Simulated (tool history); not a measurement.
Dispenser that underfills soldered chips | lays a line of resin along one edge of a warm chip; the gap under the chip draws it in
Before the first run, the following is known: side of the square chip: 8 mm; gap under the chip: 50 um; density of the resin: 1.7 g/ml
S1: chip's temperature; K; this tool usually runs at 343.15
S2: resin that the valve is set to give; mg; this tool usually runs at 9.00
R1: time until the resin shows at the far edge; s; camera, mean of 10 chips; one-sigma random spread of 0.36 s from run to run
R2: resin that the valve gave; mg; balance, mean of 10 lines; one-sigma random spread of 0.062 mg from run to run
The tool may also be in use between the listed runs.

Run 1, hour 0.0: usual settings. Result: R1 20.8 s, R2 8.65 mg.
Run 2, hour 4.0: usual settings. Result: R1 24.3 s, R2 8.59 mg.
Run 3, hour 9.7: usual settings. Result: R1 30.3 s, R2 8.63 mg.
At hour 12.2: new syringe of resin.
Run 4, hour 13.8: usual settings. Result: R1 19.7 s, R2 8.65 mg.
Run 5, hour 18.1: usual settings but S1 336.15 K. Result: R1 29.7 s, R2 8.83 mg.
Run 6, hour 21.8: usual settings but S1 336.15 K. Result: R1 34.6 s, R2 8.76 mg.
At hour 26.6: new syringe of resin.
Run 7, hour 27.1: usual settings but S1 336.15 K. Result: R1 23.8 s, R2 8.62 mg.
Run 8, hour 31.9: usual settings but S1 336.15 K. Result: R1 29.7 s, R2 8.70 mg.
Run 9, hour 37.3: usual settings. Result: R1 29.8 s, R2 8.57 mg.
At hour 40.9: new syringe of resin.
Run 10, hour 42.4: usual settings. Result: R1 20.0 s, R2 8.50 mg.
Run 11, hour 45.2: usual settings but S1 358.15 K. Result: R1 14.2 s, R2 8.53 mg.
Run 12, hour 49.6: usual settings but S1 337.15 K. Result: R1 31.2 s, R2 8.56 mg.
Run 13, hour 52.0: usual settings but S1 337.15 K. Result: R1 34.3 s, R2 8.57 mg.
At hour 55.1: new syringe of resin.
Run 14, hour 55.8: usual settings. Result: R1 18.7 s, R2 8.56 mg.
Run 15, hour 59.7: usual settings. Result: R1 23.0 s, R2 8.53 mg.
Run 16, hour 63.2: usual settings but S2 9.87 mg. Result: R1 24.5 s, R2 9.32 mg.
Run 17, hour 68.2: usual settings. Result: R1 31.1 s, R2 8.54 mg.
At hour 69.5: new syringe of resin.
Run 18, hour 73.9: usual settings. Result: R1 21.9 s, R2 8.48 mg.
Run 19, hour 77.5: usual settings but S1 344.15 K, S2 10.33 mg. Result: R1 25.1 s, R2 9.69 mg.
Run 20, hour 81.2: usual settings but S1 344.15 K, S2 10.33 mg. Result: R1 29.1 s, R2 9.67 mg.
At hour 83.7: new syringe of resin.
Run 21, hour 83.9: usual settings but S1 356.15 K, S2 8.44 mg. Result: R1 13.2 s, R2 7.88 mg.
Run 22, hour 86.9: usual settings but S2 9.28 mg. Result: R1 20.5 s, R2 8.71 mg.
Run 23, hour 91.4: usual settings but S1 352.15 K, S2 8.55 mg. Result: R1 18.9 s, R2 7.84 mg.
Run 24, hour 94.0: usual settings but S1 334.15 K, S2 11.42 mg. Result: R1 36.1 s, R2 10.54 mg.
Run 25, hour 96.8: usual settings but S1 334.15 K, S2 11.42 mg. Result: R1 40.3 s, R2 10.57 mg.
At hour 97.9: new syringe of resin.
Run 26, hour 100.1: usual settings but S1 334.15 K, S2 11.42 mg. Result: R1 26.7 s, R2 10.50 mg.
Run 27, hour 104.5: usual settings but S1 345.15 K, S2 9.76 mg. Result: R1 22.6 s, R2 8.97 mg.
Run 28, hour 108.7: usual settings but S1 333.15 K, S2 11.32 mg. Result: R1 38.4 s, R2 10.54 mg.
Run 29, hour 111.4: usual settings but S2 10.87 mg. Result: R1 31.0 s, R2 9.89 mg.
At hour 112.2: new syringe of resin.
At hour 115.3: dispensing valve cleaned and set on the balance.
Run 30, hour 116.3: usual settings but S1 333.15 K, S2 8.72 mg. Result: R1 30.2 s, R2 8.74 mg.
Run 31, hour 121.7: usual settings but S1 333.15 K, S2 8.72 mg. Result: R1 36.9 s, R2 8.71 mg.
Run 32, hour 126.1: usual settings but S1 349.15 K, S2 10.27 mg. Result: R1 26.6 s, R2 10.20 mg.
At hour 127.5: new syringe of resin.
Run 33, hour 129.3: usual settings but S1 346.15 K, S2 10.27 mg. Result: R1 18.4 s, R2 10.18 mg.
Run 34, hour 134.8: usual settings but S1 338.15 K, S2 9.36 mg. Result: R1 29.0 s, R2 9.36 mg.
Run 35, hour 140.2: usual settings but S1 330.15 K, S2 8.89 mg. Result: R1 46.9 s, R2 8.65 mg.
At hour 141.9: new syringe of resin.
Run 36, hour 144.3: usual settings but S1 332.15 K, S2 10.51 mg. Result: R1 29.5 s, R2 10.36 mg.

Here are 3 independent what-if runs from the current tool condition. What would each one return?
Run A, hour 149.8: usual settings but S1 350.15 K, S2 7.92 mg. Result: R1 ?, R2 ?.
Run B, hour 149.8: usual settings but S1 344.15 K, S2 9.11 mg. Result: R1 ?, R2 ?.
Run C, hour 149.8: usual settings but S1 355.15 K, S2 7.71 mg. Result: R1 ?, R2 ?.

run    R1    R2
  A  20.8  7.80
  B  25.4  8.93
  C  19.3  7.61
Stripped of hidden state, with their random variation kept, the same runs would have yielded:
run    R1    R2
  A  15.4  7.94
  B  19.1  9.08
  C  14.5  7.74

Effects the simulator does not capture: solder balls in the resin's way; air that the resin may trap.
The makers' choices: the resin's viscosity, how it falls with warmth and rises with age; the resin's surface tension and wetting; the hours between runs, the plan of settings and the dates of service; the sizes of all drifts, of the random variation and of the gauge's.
